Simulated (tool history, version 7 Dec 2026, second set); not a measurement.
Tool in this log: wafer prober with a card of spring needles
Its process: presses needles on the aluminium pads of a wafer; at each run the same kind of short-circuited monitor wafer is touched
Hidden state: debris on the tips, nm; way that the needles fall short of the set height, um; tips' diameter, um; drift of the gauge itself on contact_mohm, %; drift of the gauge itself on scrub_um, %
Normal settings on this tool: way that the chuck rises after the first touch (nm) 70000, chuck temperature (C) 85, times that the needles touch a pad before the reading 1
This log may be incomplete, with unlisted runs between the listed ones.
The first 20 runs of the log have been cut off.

run   hour  way that the chuck rises after the first touch (nm)  chuck temperature (C)  times that the needles touch a pad before the reading  touches since the tips were cleaned  cleanings since the card got new needles  touches since the first contact's height was set  resistance of one needle with its contact and lead (mohm)  way that a needle slides on the pad (nm)
     189.7  -- tips cleaned on abrasive film
 21  191.1                                                66000                     94                                                      1                                  481                                        46                                            206760                                                        155                                     12350
     193.8  -- height of the first contact set anew
 22  199.3                                                50000                     85                                                      1                                 3134                                        46                                              1848                                                        220                                      9990
     202.9  -- tips cleaned on abrasive film
 23  208.5                                                53000                    105                                                      1                                 1885                                        47                                              4931                                                        194                                     10560
     215.9  -- tips cleaned on abrasive film
 24  218.9                                                59000                     67                                                      3                                 1028                                        48                                              8416                                                        150                                     11750
     228.3  -- tips cleaned on abrasive film
 25  229.1                                                59000                     67                                                      3                                  264                                        49                                             11803                                                        144                                     11670
 26  238.3                                                72000                     76                                                      2                                 3366                                        49                                             14905                                                        165                                     14550
     240.8  -- tips cleaned on abrasive film
 27  248.0                                                73000                     31                                                      2                                 2431                                        50                                             18144                                                        152                                     14750
     253.5  -- tips cleaned on abrasive film
 28  259.9                                                56000                     68                                                      2                                 2155                                        51                                             22144                                                        173                                     11190
     265.8  -- tips cleaned on abrasive film
 29  267.1                                                77000                    120                                                      1                                  454                                        52                                             24540                                                        153                                     15360
 30  273.1                                                77000                    120                                                      1                                 2461                                        52                                             26547                                                        173                                     15420
     278.4  -- tips cleaned on abrasive film
 31  282.9                                                75000                     41                                                      3                                 1493                                        53                                             29813                                                        143                                     14950
 32  289.7                                                51000                    116                                                      3                                 3788                                        53                                             32108                                                        178                                     10030
     290.8  -- tips cleaned on abrasive film
 33  300.3                                                70000                     65                                                      1                                 3229                                        54                                             35666                                                        183                                     13800

Below are 4 alternative next runs, each starting from the tool's condition after run 33. Predict each:
     303.3  -- tips cleaned on abrasive film
  A  311.6                                                51000                     85                                                      2                                 2800                                        55                                             39432                                                          ?                                         ?
     303.3  -- tips cleaned on abrasive film
  B  311.6                                                73000                     85                                                      1                                 2800                                        55                                             39432                                                          ?                                         ?
     303.3  -- tips cleaned on abrasive film
  C  311.6                                                84000                     26                                                      2                                 2800                                        55                                             39432                                                          ?                                         ?
     303.3  -- tips cleaned on abrasive film
  D  311.6                                                70000                     65                                                      3                                 2800                                        55                                             39432                                                          ?                                         ?

run  resistance of one needle with its contact and lead (mohm)  way that a needle slides on the pad (nm)
  A                                                        189                                     10170
  B                                                        179                                     14510
  C                                                        151                                     16750
  D                                                        155                                     13840
What these runs would have given with no unlogged condition in the tool:
run  resistance of one needle with its contact and lead (mohm)  way that a needle slides on the pad (nm)
  A                                                        145                                     10300
  B                                                        141                                     14630
  C                                                        131                                     16880
  D                                                        139                                     13960

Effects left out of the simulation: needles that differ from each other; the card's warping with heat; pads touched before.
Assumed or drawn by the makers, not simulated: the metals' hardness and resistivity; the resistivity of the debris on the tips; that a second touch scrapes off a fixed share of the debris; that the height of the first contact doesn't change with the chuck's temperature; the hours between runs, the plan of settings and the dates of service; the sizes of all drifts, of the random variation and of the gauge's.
